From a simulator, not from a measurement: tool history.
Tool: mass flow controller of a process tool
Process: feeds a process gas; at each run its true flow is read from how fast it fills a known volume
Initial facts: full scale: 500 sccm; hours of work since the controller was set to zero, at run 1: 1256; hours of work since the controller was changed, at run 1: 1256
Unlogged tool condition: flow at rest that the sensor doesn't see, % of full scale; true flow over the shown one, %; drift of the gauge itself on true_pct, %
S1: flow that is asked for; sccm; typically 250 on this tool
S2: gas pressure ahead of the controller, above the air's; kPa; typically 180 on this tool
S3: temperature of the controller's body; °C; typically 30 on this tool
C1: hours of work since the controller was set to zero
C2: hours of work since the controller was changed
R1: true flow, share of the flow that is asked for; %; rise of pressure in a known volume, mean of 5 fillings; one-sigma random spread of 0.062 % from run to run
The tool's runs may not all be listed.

{"run": 1, "hour": 0.0, "S1": 250, "S2": 180, "S3": 30, "C1": 1256, "C2": 1256, "R1": 100.05}
{"run": 2, "hour": 72.4, "S1": 250, "S2": 180, "S3": 30, "C1": 1298, "C2": 1298, "R1": 100.05}
{"run": 3, "hour": 124.8, "S1": 250, "S2": 180, "S3": 30, "C1": 1329, "C2": 1329, "R1": 100.11}
{"run": 4, "hour": 217.2, "S1": 250, "S2": 257, "S3": 30, "C1": 1383, "C2": 1383, "R1": 99.81}
{"run": 5, "hour": 273.2, "S1": 250, "S2": 180, "S3": 30, "C1": 1416, "C2": 1416, "R1": 100.04}
{"run": 6, "hour": 341.4, "S1": 250, "S2": 180, "S3": 34, "C1": 1456, "C2": 1456, "R1": 100.12}
{"run": 7, "hour": 456.9, "S1": 250, "S2": 180, "S3": 34, "C1": 1523, "C2": 1523, "R1": 100.04}
{"run": 8, "hour": 543.6, "S1": 250, "S2": 180, "S3": 34, "C1": 1574, "C2": 1574, "R1": 100.02}
{"run": 9, "hour": 594.1, "S1": 250, "S2": 180, "S3": 39, "C1": 1603, "C2": 1603, "R1": 99.85}
{"run": 10, "hour": 697.5, "S1": 250, "S2": 180, "S3": 39, "C1": 1664, "C2": 1664, "R1": 99.91}
{"run": 11, "hour": 793.9, "S1": 250, "S2": 180, "S3": 39, "C1": 1720, "C2": 1720, "R1": 99.8}
{"run": 12, "hour": 872.9, "S1": 250, "S2": 180, "S3": 30, "C1": 1766, "C2": 1766, "R1": 100.16}
{"run": 13, "hour": 985.8, "S1": 250, "S2": 143, "S3": 30, "C1": 1833, "C2": 1833, "R1": 100.2}
{"run": 14, "hour": 1089.5, "S1": 250, "S2": 143, "S3": 30, "C1": 1893, "C2": 1893, "R1": 100.25}
{"run": 15, "hour": 1178.5, "S1": 250, "S2": 180, "S3": 35, "C1": 1945, "C2": 1945, "R1": 99.94}
{"run": 16, "hour": 1288.3, "S1": 250, "S2": 180, "S3": 35, "C1": 2009, "C2": 2009, "R1": 99.84}
{"run": 17, "hour": 1362.2, "S1": 250, "S2": 166, "S3": 35, "C1": 2053, "C2": 2053, "R1": 100.02}
{"run": 18, "hour": 1420.9, "S1": 250, "S2": 180, "S3": 30, "C1": 2087, "C2": 2087, "R1": 100.06}
{"run": 19, "hour": 1509.0, "S1": 250, "S2": 180, "S3": 30, "C1": 2139, "C2": 2139, "R1": 100.06}
{"run": 20, "hour": 1578.3, "S1": 227, "S2": 180, "S3": 30, "C1": 2179, "C2": 2179, "R1": 100.18}
{"run": 21, "hour": 1678.1, "S1": 250, "S2": 180, "S3": 30, "C1": 2238, "C2": 2238, "R1": 100.15}
{"run": 22, "hour": 1755.8, "S1": 250, "S2": 180, "S3": 30, "C1": 2283, "C2": 2283, "R1": 100.05}
{"run": 23, "hour": 1865.8, "S1": 227, "S2": 180, "S3": 30, "C1": 2347, "C2": 2347, "R1": 100.01}
{"run": 24, "hour": 1953.9, "S1": 131, "S2": 180, "S3": 30, "C1": 2399, "C2": 2399, "R1": 100.34}
{"hour": 1964.9, "done": "controller's zero set anew"}
{"run": 25, "hour": 2066.1, "S1": 52, "S2": 238, "S3": 24, "C1": 59, "C2": 2464, "R1": 102.29}
{"run": 26, "hour": 2182.9, "S1": 110, "S2": 203, "S3": 38, "C1": 128, "C2": 2532, "R1": 100.7}
{"run": 27, "hour": 2270.5, "S1": 110, "S2": 203, "S3": 38, "C1": 179, "C2": 2584, "R1": 100.78}
{"run": 28, "hour": 2379.3, "S1": 110, "S2": 203, "S3": 38, "C1": 242, "C2": 2647, "R1": 100.72}
{"run": 29, "hour": 2480.0, "S1": 250, "S2": 180, "S3": 28, "C1": 301, "C2": 2706, "R1": 100.35}
{"hour": 2514.4, "done": "controller's zero set anew, once more"}
{"run": 30, "hour": 2598.7, "S1": 250, "S2": 270, "S3": 37, "C1": 49, "C2": 2775, "R1": 99.16}
{"run": 31, "hour": 2703.2, "S1": 87, "S2": 160, "S3": 24, "C1": 110, "C2": 2836, "R1": 99.86}
{"run": 32, "hour": 2757.3, "S1": 87, "S2": 160, "S3": 24, "C1": 142, "C2": 2868, "R1": 99.79}
{"run": 33, "hour": 2822.3, "S1": 52, "S2": 160, "S3": 34, "C1": 180, "C2": 2906, "R1": 99.77}
{"run": 34, "hour": 2883.9, "S1": 250, "S2": 150, "S3": 30, "C1": 216, "C2": 2942, "R1": 99.73}
{"run": 35, "hour": 2957.3, "S1": 250, "S2": 150, "S3": 30, "C1": 259, "C2": 2985, "R1": 99.79}
{"run": 36, "hour": 3039.1, "S1": 250, "S2": 150, "S3": 21, "C1": 307, "C2": 3033, "R1": 100.11}
{"run": 37, "hour": 3138.7, "S1": 54, "S2": 180, "S3": 33, "C1": 365, "C2": 3091, "R1": 99.77}
{"run": 38, "hour": 3218.6, "S1": 54, "S2": 180, "S3": 33, "C1": 412, "C2": 3138, "R1": 99.86}
{"run": 39, "hour": 3307.9, "S1": 250, "S2": 152, "S3": 30, "C1": 464, "C2": 3190, "R1": 99.76}
{"run": 40, "hour": 3394.2, "S1": 71, "S2": 174, "S3": 33, "C1": 515, "C2": 3241, "R1": 99.83}
{"run": 41, "hour": 3450.5, "S1": 66, "S2": 273, "S3": 25, "C1": 548, "C2": 3274, "R1": 99.82}
{"run": 42, "hour": 3518.9, "S1": 469, "S2": 207, "S3": 40, "C1": 588, "C2": 3314, "R1": 99.44}
{"run": 43, "hour": 3609.4, "S1": 209, "S2": 144, "S3": 40, "C1": 640, "C2": 3367, "R1": 99.55}
{"run": 44, "hour": 3721.4, "S1": 209, "S2": 144, "S3": 38, "C1": 706, "C2": 3432, "R1": 99.74}
{"run": 45, "hour": 3799.6, "S1": 464, "S2": 144, "S3": 38, "C1": 752, "C2": 3478, "R1": 99.8}
{"run": 46, "hour": 3891.4, "S1": 250, "S2": 198, "S3": 21, "C1": 805, "C2": 3532, "R1": 99.86}
{"run": 47, "hour": 3978.0, "S1": 250, "S2": 198, "S3": 21, "C1": 856, "C2": 3582, "R1": 99.89}

Alternative continuations, all from the tool just after run 47; predict every row:
{"run": "A", "hour": 4046.9, "S1": 128, "S2": 180, "S3": 23, "C1": 896, "C2": 3623, "R1": "?"}
{"run": "B", "hour": 4046.9, "S1": 85, "S2": 198, "S3": 27, "C1": 896, "C2": 3623, "R1": "?"}
{"run": "C", "hour": 4046.9, "S1": 71, "S2": 224, "S3": 21, "C1": 896, "C2": 3623, "R1": "?"}

run=A R1=99.92
run=B R1=99.79
run=C R1=100.11
Without the tool's hidden state the same runs would have given:
run=A R1=99.79
run=B R1=99.49
run=C R1=99.71
